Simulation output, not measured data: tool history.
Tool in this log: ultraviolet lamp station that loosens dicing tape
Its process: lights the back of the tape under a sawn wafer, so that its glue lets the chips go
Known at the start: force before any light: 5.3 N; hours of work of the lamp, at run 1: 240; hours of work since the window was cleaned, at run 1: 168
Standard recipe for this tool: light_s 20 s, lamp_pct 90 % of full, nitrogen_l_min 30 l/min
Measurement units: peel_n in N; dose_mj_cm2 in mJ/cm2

run	day	light_s	lamp_pct	nitrogen_l_min	hours of work of the lamp	hours of work since the window was cleaned	peel_n	dose_mj_cm2
1	0.000	20	90	30	240	168	0.102	587
2	0.538	20	90	30	245	174	0.098	588
3	1.575	20	90	30	256	185	0.103	587
4	2.488	20	90	30	266	194	0.101	597
5	3.146	20	90	30	273	201	0.109	588
6	4.071	20	99	30	283	211	0.099	651
# day 5.183: window cleaned of glue's vapour
7	5.267	20	99	30	295	1	0.089	653
8	6.167	20	99	30	305	10	0.094	658
9	7.333	20	99	30	317	23	0.096	651
10	7.888	20	90	30	323	29	0.093	594
11	8.683	20	71	30	331	37	0.154	469
12	9.200	20	71	30	337	43	0.148	470
13	10.408	17	90	30	350	55	0.125	505
14	11.067	31	90	30	357	62	0.089	909
15	11.758	20	90	30	364	70	0.109	589
16	12.283	20	90	30	369	75	0.103	597
17	13.212	20	90	30	379	85	0.108	592
18	13.962	20	90	30	387	93	0.108	593
19	14.571	20	90	30	394	99	0.099	589
20	15.792	20	90	30	407	112	0.103	592
21	16.829	20	90	30	418	123	0.101	592
22	17.421	20	90	30	424	130	0.103	583
23	18.512	20	98	10	435	141	0.134	648
24	19.308	20	80	29	444	150	0.116	524
25	20.275	20	89	45	454	160	0.094	590
26	20.917	20	89	45	461	167	0.093	590
27	21.488	20	89	45	467	173	0.098	586
28	22.500	15	70	30	478	183	0.285	349
29	23.696	26	89	14	490	196	0.096	761
30	24.771	39	66	14	502	207	0.096	840
31	25.758	39	66	14	512	218	0.088	844
# day 26.167: window cleaned of glue's vapour
32	26.308	39	66	14	518	2	0.092	852
33	27.408	39	66	14	529	13	0.086	849
34	28.300	39	66	14	539	23	0.077	844
35	29.000	39	66	14	546	30	0.087	850
36	30.112	11	78	30	558	42	0.462	281
37	30.729	20	81	30	565	48	0.117	534
38	31.246	20	81	30	570	54	0.112	531
39	32.050	20	98	19	579	62	0.103	646
40	32.771	20	98	19	586	70	0.098	648
41	33.404	20	98	19	593	77	0.098	646
42	33.933	32	67	30	599	82	0.088	703
43	35.058	38	76	29	610	94	0.086	948

What differs in the tool's unlogged condition from the final listed run ahead of each entry between runs to the first listed run following it?
Run 6 -> run 7: window cleaned of glue's vapour (day 5.183)
  light that the window lets through, % of a clean one's: 99.9 -> 100
Run 31 -> run 32: window cleaned of glue's vapour (day 26.167)
  light that the window lets through, % of a clean one's: 99.9 -> 100

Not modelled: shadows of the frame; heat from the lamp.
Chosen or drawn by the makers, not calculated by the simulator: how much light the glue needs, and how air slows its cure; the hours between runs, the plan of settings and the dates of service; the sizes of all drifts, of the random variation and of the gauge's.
